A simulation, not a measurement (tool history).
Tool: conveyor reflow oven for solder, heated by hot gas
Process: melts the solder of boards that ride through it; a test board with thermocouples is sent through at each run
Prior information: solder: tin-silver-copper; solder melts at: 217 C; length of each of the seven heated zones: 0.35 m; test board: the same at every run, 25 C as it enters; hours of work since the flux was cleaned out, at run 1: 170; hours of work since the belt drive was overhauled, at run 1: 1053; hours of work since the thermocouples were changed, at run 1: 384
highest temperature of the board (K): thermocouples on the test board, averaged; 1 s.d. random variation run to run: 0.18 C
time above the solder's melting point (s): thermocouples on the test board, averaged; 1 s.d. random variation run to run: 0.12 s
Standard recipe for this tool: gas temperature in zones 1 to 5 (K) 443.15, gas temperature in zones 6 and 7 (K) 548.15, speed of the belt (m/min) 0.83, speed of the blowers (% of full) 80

run,day,gas temperature in zones 1 to 5 (K),gas temperature in zones 6 and 7 (K),speed of the belt (m/min),speed of the blowers (% of full),hours of work since the flux was cleaned out,hours of work since the belt drive was overhauled,hours of work since the thermocouples were changed,highest temperature of the board (K),time above the solder's melting point (s)
1,0,443.15,548.15,0.83,80,170,1053,384,534.25,41.5
# day 1.221: flux residue cleaned out of gas plates and filters
2,1.729,443.15,548.15,0.83,87,6,1072,403,534.65,41.9
3,3.775,443.15,548.15,0.83,87,32,1097,429,534.65,41.8
4,5.462,443.15,548.15,0.83,87,53,1118,450,534.55,41.8
5,7.788,443.15,548.15,0.964,80,81,1147,478,527.55,32.5
6,9.329,445.15,548.15,0.83,80,100,1166,497,533.35,41.5
7,11.854,445.15,548.15,0.83,63,132,1197,529,528.95,39.4
# day 13.967: flux residue cleaned out of gas plates and filters, once more
8,14.167,445.15,548.15,0.83,63,2,1223,555,532.45,41.1
9,17.088,443.15,548.15,0.72,80,39,1259,591,539.75,50.9
10,18.604,443.15,548.15,0.798,80,57,1278,610,537.15,44.8
11,21.667,443.15,548.15,0.83,83,95,1316,648,535.85,42.5
12,24.762,443.15,548.15,0.83,83,134,1354,686,536.15,42.4
13,26.258,458.15,548.15,0.83,80,152,1373,705,537.45,46.6
# day 28.858: flux residue cleaned out of gas plates and filters
14,29.046,443.15,548.15,0.83,66,2,1405,736,533.65,41.4
15,31.096,443.15,548.15,0.841,66,28,1430,762,532.85,40.4
16,34.092,443.15,546.15,0.922,57,65,1467,799,524.65,33.1
# day 34.417: thermocouples of zones 6 and 7 changed
17,36.2,440.15,552.15,0.926,64,90,1492,22,528.55,34
18,37.896,453.15,548.15,0.83,54,111,1513,43,529.15,41.2
19,40.538,443.15,547.15,0.783,87,144,1546,76,535.55,45.5
20,41.992,443.15,548.15,1,80,162,1564,94,526.45,31.2
# day 44.004: flux residue cleaned out of gas plates and filters
21,44.517,451.15,550.15,0.83,80,6,1593,122,537.55,44.9
22,47.292,437.15,548.15,0.83,62,41,1627,157,528.75,38.1
23,49.242,435.15,548.15,0.725,80,65,1651,181,537.45,48.4
24,52.079,454.15,553.15,0.88,81,100,1686,216,538.75,43.2
25,53.45,454.15,557.15,0.908,81,117,1703,233,541.05,42.5
26,55.212,457.15,538.15,0.848,62,139,1725,255,523.25,39.2
27,58.308,441.15,555.15,0.83,80,177,1764,293,539.65,43.5
# day 59.008: flux residue cleaned out of gas plates and filters
# day 61.312: belt drive overhauled, speed set with a stopwatch
28,61.771,436.15,559.15,0.726,75,32,6,332,546.35,50.1
29,63.808,440.15,543.15,0.811,70,57,31,357,527.75,38.5
30,65.292,435.15,548.15,0.83,80,76,49,375,532.95,38.8

Subtracting, for every run, the result it would have given without the tool's unlogged condition from the measured result gives the following. The same run-to-run variation enters both numbers; the gauge's scatter may not:
What the log doesn't record here: heat that the gas passes to the board, % of a clean oven's; belt's true speed, % of the reading; true gas temperature in zones 6 and 7 over the reading, C; drift of the gauge itself on peak_c, C; drift of the gauge itself on liquid_s, %.
run,highest temperature of the board (K),time above the solder's melting point (s)
1,+0.5,+0.8
2,-0.2,+0.5
3,-0.3,+0.4
4,-0.4,+0.4
5,-1.1,-0.1
6,-0.5,+0.3
7,-0.6,+0.2
8,+2.4,+1.9
9,+2.3,+1.8
10,+2.2,+1.7
11,+1.9,+1.6
12,+1.7,+1.4
13,+1.8,+1.6
14,+2.9,+2.2
15,+2.8,+2.1
16,+2.6,+2.1
17,+0,+0.8
18,+0.1,+1
19,-0.4,+0.9
20,-0.7,+0.4
21,+0.7,+1.5
22,+0.8,+1.5
23,+0.6,+1.5
24,+0.4,+1.3
25,+0.3,+1.2
26,+0.4,+1.3
27,+0,+1.2
28,+0.6,+0.2
29,+0.5,+0.1
30,+0.3,+0

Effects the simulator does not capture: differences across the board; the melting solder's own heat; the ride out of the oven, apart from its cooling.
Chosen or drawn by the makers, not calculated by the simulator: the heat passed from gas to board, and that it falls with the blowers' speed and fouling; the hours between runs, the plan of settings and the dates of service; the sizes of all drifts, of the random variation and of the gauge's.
